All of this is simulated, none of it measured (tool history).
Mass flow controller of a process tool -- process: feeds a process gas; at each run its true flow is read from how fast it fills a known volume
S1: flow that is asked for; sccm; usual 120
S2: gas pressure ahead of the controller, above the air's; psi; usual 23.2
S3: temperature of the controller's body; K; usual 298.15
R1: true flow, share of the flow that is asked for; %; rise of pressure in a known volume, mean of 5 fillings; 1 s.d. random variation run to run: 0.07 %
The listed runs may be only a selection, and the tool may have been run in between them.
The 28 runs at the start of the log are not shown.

Run 29, day 230.917: usual settings but S2 21.9 psi, S3 301.15 K. Result: R1 97.04 %.
Run 30, day 237.775: usual settings but S1 29 sccm, S2 33.9 psi, S3 306.15 K. Result: R1 95.01 %.
Run 31, day 250.025: usual settings but S1 29 sccm, S2 33.9 psi, S3 306.15 K. Result: R1 94.97 %.
Run 32, day 261.321: usual settings but S1 29 sccm, S2 33.9 psi, S3 306.15 K. Result: R1 94.72 %.
Run 33, day 270.908: usual settings but S1 49 sccm, S2 33.9 psi, S3 306.15 K. Result: R1 95.42 %.
Run 34, day 276.454: usual settings but S1 30 sccm. Result: R1 94.68 %.
Run 35, day 284.654: usual settings but S1 30 sccm. Result: R1 94.65 %.
Run 36, day 289.792: usual settings but S1 30 sccm. Result: R1 94.5 %.
Run 37, day 296.112: usual settings but S1 30 sccm. Result: R1 94.37 %.
Run 38, day 306.233: usual settings but S1 79 sccm, S2 35.8 psi. Result: R1 96.54 %.
Run 39, day 316.583: usual settings but S1 30 sccm, S2 20.9 psi, S3 308.15 K. Result: R1 93.44 %.
Run 40, day 322.371: usual settings but S1 30 sccm, S2 20.9 psi, S3 308.15 K. Result: R1 93.35 %.
Run 41, day 334.579: usual settings but S1 30 sccm, S2 20.9 psi, S3 308.15 K. Result: R1 93.19 %.
Run 42, day 342.725: usual settings but S2 32.2 psi. Result: R1 96.96 %.
Run 43, day 349.642: usual settings but S1 98 sccm, S2 28.3 psi, S3 305.15 K. Result: R1 95.69 %.
Run 44, day 360.038: usual settings but S1 72 sccm, S2 28.1 psi, S3 303.15 K. Result: R1 95.23 %.
Run 45, day 372.125: usual settings but S1 40 sccm, S2 31.3 psi. Result: R1 94.58 %.

Forecast each of these 3 alternatives for the next run:
Run A, day 377.596: usual settings but S1 33 sccm, S2 31.3 psi. Result: R1 ?.
Run B, day 377.596: usual settings but S2 29.7 psi, S3 304.15 K. Result: R1 ?.
Run C, day 377.596: usual settings but S1 26 sccm. Result: R1 ?.

run     R1
  A  94.16
  B  96.23
  C  93.35
Without the tool's hidden state the same runs would have given:
run     R1
  A  97.28
  B   98.3
  C  96.87

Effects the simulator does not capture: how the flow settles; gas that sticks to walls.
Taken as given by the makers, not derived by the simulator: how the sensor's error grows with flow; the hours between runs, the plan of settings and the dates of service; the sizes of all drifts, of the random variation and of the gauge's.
